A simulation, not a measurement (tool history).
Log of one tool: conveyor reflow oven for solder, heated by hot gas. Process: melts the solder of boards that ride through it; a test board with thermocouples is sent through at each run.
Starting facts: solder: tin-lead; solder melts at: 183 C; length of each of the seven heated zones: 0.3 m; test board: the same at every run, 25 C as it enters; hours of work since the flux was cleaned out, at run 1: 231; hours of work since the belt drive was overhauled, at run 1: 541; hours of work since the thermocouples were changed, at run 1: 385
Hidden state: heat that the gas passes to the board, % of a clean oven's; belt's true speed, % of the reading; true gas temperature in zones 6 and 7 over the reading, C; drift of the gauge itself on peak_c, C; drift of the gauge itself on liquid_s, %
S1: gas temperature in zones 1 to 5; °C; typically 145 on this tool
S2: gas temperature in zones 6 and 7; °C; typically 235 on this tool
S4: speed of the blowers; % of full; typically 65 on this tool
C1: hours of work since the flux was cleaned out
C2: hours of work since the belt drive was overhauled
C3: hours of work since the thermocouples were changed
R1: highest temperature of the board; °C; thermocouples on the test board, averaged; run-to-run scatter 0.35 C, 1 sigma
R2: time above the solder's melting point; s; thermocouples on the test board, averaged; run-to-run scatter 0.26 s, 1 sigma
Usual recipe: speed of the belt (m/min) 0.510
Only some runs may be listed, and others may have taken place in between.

Run 1, hour 0.0: usual settings; C1 231; C2 541; C3 385. Result: R1 218.0 °C, R2 56.1 s.
At hour 24.6: flux residue cleaned out of gas plates and filters.
Run 2, hour 55.0: usual settings; C1 15; C2 565; C3 409. Result: R1 219.5 °C, R2 57.5 s.
Run 3, hour 82.4: usual settings; C1 28; C2 578; C3 423. Result: R1 219.2 °C, R2 57.3 s.
Run 4, hour 133.1: usual settings but S2 228 °C; C1 53; C2 603; C3 448. Result: R1 213.0 °C, R2 52.5 s.
Run 5, hour 165.9: usual settings but S2 228 °C; C1 69; C2 619; C3 464. Result: R1 212.5 °C, R2 52.6 s.
Run 6, hour 197.8: usual settings but S2 228 °C; C1 85; C2 635; C3 479. Result: R1 212.0 °C, R2 52.6 s.
Run 7, hour 240.5: usual settings but S2 228 °C; C1 105; C2 656; C3 500. Result: R1 212.8 °C, R2 52.2 s.
Run 8, hour 286.9: usual settings but S2 228 °C; C1 128; C2 678; C3 523. Result: R1 212.0 °C, R2 52.5 s.
Run 9, hour 321.9: usual settings but S2 228 °C, speed of the belt (m/min) 0.456, S4 58 % of full; C1 145; C2 695; C3 540. Result: R1 213.8 °C, R2 60.4 s.
Run 10, hour 370.8: usual settings but S1 154 °C, S2 234 °C, S4 77 % of full; C1 169; C2 719; C3 564. Result: R1 220.3 °C, R2 62.0 s.
Run 11, hour 421.4: usual settings but S1 147 °C, S2 234 °C, speed of the belt (m/min) 0.573, S4 77 % of full; C1 194; C2 744; C3 588. Result: R1 215.9 °C, R2 48.9 s.
Run 12, hour 452.0: usual settings but S1 153 °C, S2 227 °C, speed of the belt (m/min) 0.603; C1 209; C2 759; C3 603. Result: R1 207.6 °C, R2 41.7 s.
Run 13, hour 494.9: usual settings but S1 142 °C, S2 250 °C, speed of the belt (m/min) 0.472; C1 229; C2 780; C3 624. Result: R1 232.5 °C, R2 69.4 s.
At hour 521.7: flux residue cleaned out of gas plates and filters.
Run 14, hour 547.9: usual settings but S1 131 °C, S4 66 % of full; C1 13; C2 803; C3 648. Result: R1 216.3 °C, R2 51.1 s.
At hour 578.5: thermocouples of zones 6 and 7 changed.
Run 15, hour 596.8: usual settings but S1 144 °C; C1 36; C2 826; C3 9. Result: R1 220.0 °C, R2 57.8 s.
Run 16, hour 621.7: usual settings but S1 144 °C; C1 48; C2 838; C3 21. Result: R1 220.0 °C, R2 57.5 s.

Forecast each of these 3 alternatives for the next run:
Run A, hour 647.6: usual settings but S2 232 °C, speed of the belt (m/min) 0.426, S4 71 % of full; C1 60; C2 851; C3 34. Result: R1 ?, R2 ?.
Run B, hour 647.6: usual settings but S1 148 °C, S4 59 % of full; C1 60; C2 851; C3 34. Result: R1 ?, R2 ?.
Run C, hour 647.6: usual settings but S1 144 °C, S2 248 °C, speed of the belt (m/min) 0.423; C1 60; C2 851; C3 34. Result: R1 ?, R2 ?.

run     R1    R2
  A  222.8  72.8
  B  218.9  58.9
  C  236.8  80.4
With the hidden condition removed and each run's random variation left untouched, the same runs would have given:
run     R1    R2
  A  222.6  71.5
  B  218.7  57.8
  C  236.5  79.1

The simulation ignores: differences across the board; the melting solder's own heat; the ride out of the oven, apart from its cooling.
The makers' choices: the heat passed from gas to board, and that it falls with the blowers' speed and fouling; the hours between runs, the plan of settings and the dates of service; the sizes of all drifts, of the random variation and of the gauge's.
